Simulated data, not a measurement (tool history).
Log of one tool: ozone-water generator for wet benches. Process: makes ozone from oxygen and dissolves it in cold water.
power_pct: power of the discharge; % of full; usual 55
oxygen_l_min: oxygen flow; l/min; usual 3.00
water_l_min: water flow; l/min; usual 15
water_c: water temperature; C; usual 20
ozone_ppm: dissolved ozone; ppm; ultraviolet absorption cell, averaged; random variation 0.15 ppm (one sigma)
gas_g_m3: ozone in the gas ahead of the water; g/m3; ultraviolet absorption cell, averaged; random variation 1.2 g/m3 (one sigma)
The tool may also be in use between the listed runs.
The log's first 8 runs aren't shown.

run,day,power_pct,oxygen_l_min,water_l_min,water_c,ozone_ppm,gas_g_m3
9,40.192,55,3.00,18,20,15.4,213.8
10,46.862,55,3.00,15,20,19.1,213.1
11,53.762,55,3.00,15,20,18.8,211.3
12,56.883,72,3.00,15,20,22.5,254.0
# day 60.375: contactor cleaned
13,61.638,72,3.00,10,20,31.3,255.2
14,65.683,72,3.00,10,20,31.7,253.8
15,68.854,55,3.00,15,18,19.5,211.8
16,73.375,55,3.00,15,20,19.1,212.8
17,79.375,55,3.00,15,20,18.6,211.3
18,85.479,41,2.90,15,13,16.7,175.6
19,92.017,55,3.00,10,18,27.1,214.2
20,98.992,73,5.04,18,21,19.1,195.1
# day 101.333: water thermometer calibrated
21,104.004,73,3.66,21,16,17.6,230.9
22,108.292,55,3.00,18,22,15.5,214.5
23,113.671,76,3.25,15,20,23.4,254.4
24,117.854,76,1.63,19,20,17.2,372.2
25,121.904,76,1.63,19,20,17.0,366.9
26,125.308,53,1.63,14,20,18.4,289.1
27,129.396,90,3.72,19,14,23.2,262.9
28,135.754,90,3.72,19,19,21.7,264.4
29,142.683,46,2.53,9,23,24.2,204.9
30,149.242,55,1.97,15,26,16.8,266.9
31,156.025,55,1.97,15,26,16.9,264.7

4 ways to go on from here, each from the tool as it stands after run 31. What would each give?
A,162.908,72,4.30,15,19,?,?
B,162.908,55,1.76,15,18,?,?
C,162.908,58,3.00,13,16,?,?
D,162.908,55,1.72,21,28,?,?

run,ozone_ppm,gas_g_m3
A,23.0,209.7
B,18.2,284.3
C,23.4,221.8
D,11.7,289.2
Without the tool's hidden state the same runs would have given:
run,ozone_ppm,gas_g_m3
A,23.1,210.2
B,18.2,284.9
C,23.4,222.3
D,11.7,289.8
